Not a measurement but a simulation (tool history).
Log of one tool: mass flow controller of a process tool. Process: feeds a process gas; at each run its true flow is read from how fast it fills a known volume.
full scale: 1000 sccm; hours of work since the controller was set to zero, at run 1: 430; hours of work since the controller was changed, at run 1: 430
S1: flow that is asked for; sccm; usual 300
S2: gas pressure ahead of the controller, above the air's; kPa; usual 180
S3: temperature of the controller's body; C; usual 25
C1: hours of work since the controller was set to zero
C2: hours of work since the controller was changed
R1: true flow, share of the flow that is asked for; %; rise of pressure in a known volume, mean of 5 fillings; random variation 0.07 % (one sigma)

run 1 hour=0 | S1=300 S2=180 S3=25 | C1=430 C2=430 | R1=98.12
run 2 hour=50.1 | S1=300 S2=180 S3=25 | C1=448 C2=448 | R1=98.16
run 3 hour=126 | S1=300 S2=180 S3=40 | C1=476 C2=476 | R1=99.16
run 4 hour=185.8 | S1=300 S2=229 S3=40 | C1=497 C2=497 | R1=99.46
run 5 hour=227.5 | S1=300 S2=229 S3=40 | C1=512 C2=512 | R1=99.51
run 6 hour=272.3 | S1=300 S2=229 S3=40 | C1=529 C2=529 | R1=99.46
run 7 hour=354.3 | S1=300 S2=229 S3=32 | C1=558 C2=558 | R1=99.03
-- hour=359.4 controller's zero set anew
run 8 hour=419.9 | S1=300 S2=180 S3=25 | C1=22 C2=582 | R1=98.45
run 9 hour=486.4 | S1=300 S2=180 S3=25 | C1=46 C2=606 | R1=98.49
run 10 hour=522.8 | S1=289 S2=180 S3=25 | C1=59 C2=619 | R1=98.43
run 11 hour=583.5 | S1=300 S2=180 S3=32 | C1=81 C2=641 | R1=98.92
run 12 hour=664.2 | S1=281 S2=180 S3=32 | C1=110 C2=670 | R1=98.83
run 13 hour=718 | S1=281 S2=180 S3=32 | C1=130 C2=690 | R1=99.04
run 14 hour=752.5 | S1=426 S2=193 S3=21 | C1=142 C2=702 | R1=98.4
-- hour=784.5 controller's zero set anew, once more
run 15 hour=789.7 | S1=418 S2=193 S3=27 | C1=2 C2=716 | R1=98.22
run 16 hour=872.9 | S1=418 S2=193 S3=27 | C1=32 C2=746 | R1=98.15
run 17 hour=923.6 | S1=418 S2=259 S3=27 | C1=50 C2=764 | R1=98.67
run 18 hour=995.1 | S1=167 S2=208 S3=25 | C1=76 C2=790 | R1=97.71
run 19 hour=1033.1 | S1=158 S2=208 S3=25 | C1=90 C2=804 | R1=97.54
run 20 hour=1092 | S1=126 S2=180 S3=26 | C1=111 C2=825 | R1=97.59
run 21 hour=1129.3 | S1=217 S2=180 S3=32 | C1=125 C2=839 | R1=98.16

3 ways to go on from here, each from the tool as it stands after run 21. What would each give?
run A hour=1194.5 | S1=496 S2=156 S3=22 | C1=149 C2=862 | R1=?
run B hour=1194.5 | S1=300 S2=180 S3=33 | C1=149 C2=862 | R1=?
run C hour=1194.5 | S1=108 S2=180 S3=25 | C1=149 C2=862 | R1=?

run=A R1=97.91
run=B R1=98.39
run=C R1=97.76
Without the tool's hidden state the same runs would have given:
run=A R1=97.83
run=B R1=98.2
run=C R1=97.06

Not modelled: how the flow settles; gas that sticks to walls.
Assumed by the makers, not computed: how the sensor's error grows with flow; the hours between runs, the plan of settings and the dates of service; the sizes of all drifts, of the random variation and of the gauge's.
